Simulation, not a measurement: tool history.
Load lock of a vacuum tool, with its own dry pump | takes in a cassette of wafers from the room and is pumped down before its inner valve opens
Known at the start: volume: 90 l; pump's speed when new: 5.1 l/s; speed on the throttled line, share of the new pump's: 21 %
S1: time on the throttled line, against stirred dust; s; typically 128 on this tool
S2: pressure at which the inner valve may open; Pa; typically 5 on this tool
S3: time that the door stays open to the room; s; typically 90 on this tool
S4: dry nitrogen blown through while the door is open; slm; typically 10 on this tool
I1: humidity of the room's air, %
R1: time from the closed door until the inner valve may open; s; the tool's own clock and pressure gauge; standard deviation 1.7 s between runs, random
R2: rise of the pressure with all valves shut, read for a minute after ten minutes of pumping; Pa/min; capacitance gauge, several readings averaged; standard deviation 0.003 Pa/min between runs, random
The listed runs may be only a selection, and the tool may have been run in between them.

| run | hour | S1 | S2 | S3 | S4 | I1 | R1 | R2 |
|---|---|---|---|---|---|---|---|---|
| 1 | 0.0 | 128 | 5 | 90 | 10 | 44.3 | 300.7 | 0.124 |
| 2 | 92.2 | 128 | 5 | 90 | 10 | 47.1 | 301.7 | 0.127 |
| 3 | 178.7 | 128 | 5 | 90 | 10 | 42.8 | 299.8 | 0.129 |
| 4 | 270.6 | 128 | 5 | 90 | 10 | 45.1 | 303.6 | 0.133 |
| 5 | 370.0 | 128 | 5 | 90 | 10 | 42.8 | 299.7 | 0.132 |
| 6 | 443.3 | 128 | 5 | 90 | 10 | 42.5 | 298.0 | 0.140 |
| 7 | 488.3 | 128 | 5 | 90 | 10 | 43.1 | 300.2 | 0.136 |
| 8 | 553.0 | 128 | 5 | 90 | 10 | 44.7 | 301.8 | 0.144 |
| 9 | 615.8 | 128 | 5 | 76 | 10 | 44.3 | 303.8 | 0.138 |
| 10 | 670.0 | 128 | 5 | 90 | 10 | 43.4 | 305.6 | 0.143 |
| 11 | 709.8 | 128 | 5 | 90 | 10 | 43.7 | 303.2 | 0.148 |
| 12 | 804.8 | 128 | 6 | 90 | 10 | 44.8 | 299.9 | 0.155 |
| 13 | 858.0 | 128 | 5 | 90 | 10 | 46.2 | 303.6 | 0.155 |
| 14 | 940.4 | 128 | 5 | 90 | 10 | 42.9 | 301.4 | 0.151 |
| 15 | 980.3 | 179 | 5 | 90 | 10 | 45.7 | 342.8 | 0.154 |
| 16 | 1068.3 | 179 | 5 | 90 | 10 | 48.6 | 344.2 | 0.165 |
| 17 | 1116.6 | 193 | 5 | 90 | 10 | 46.0 | 350.2 | 0.160 |
| 18 | 1189.5 | 128 | 5 | 90 | 10 | 45.8 | 304.7 | 0.167 |
| 19 | 1249.2 | 128 | 5 | 90 | 10 | 43.3 | 304.5 | 0.160 |
| 20 | 1343.2 | 128 | 5 | 90 | 10 | 45.7 | 303.6 | 0.177 |
| 21 | 1422.4 | 128 | 5 | 90 | 10 | 47.2 | 307.8 | 0.173 |
| 22 | 1463.3 | 245 | 9 | 178 | 10 | 44.2 | 377.3 | 0.202 |
| 23 | 1511.9 | 245 | 9 | 178 | 10 | 42.8 | 381.5 | 0.204 |
| 24 | 1552.4 | 245 | 9 | 178 | 10 | 46.3 | 378.8 | 0.217 |
| 25 | 1610.4 | 209 | 5 | 134 | 10 | 40.5 | 368.5 | 0.195 |
| 26 | 1701.6 | 209 | 4 | 96 | 6 | 47.2 | 372.5 | 0.189 |
| 27 | 1765.1 | 202 | 6 | 59 | 29 | 46.8 | 359.2 | 0.160 |
| 28 | 1822.6 | 128 | 5 | 229 | 10 | 48.1 | 308.1 | 0.239 |
| 29 | 1885.8 | 128 | 5 | 178 | 34 | 45.1 | 308.7 | 0.183 |

What does the tool deliver on the next run?
| 30 | 1941.9 | 121 | 5 | 178 | 34 | 46.7 | ? | ? |

R1: 303.2 s
R2: 0.188 Pa/min
The same run, on a tool lacking any hidden state, would have yielded R1 271.9 s, R2 0.046 Pa/min.
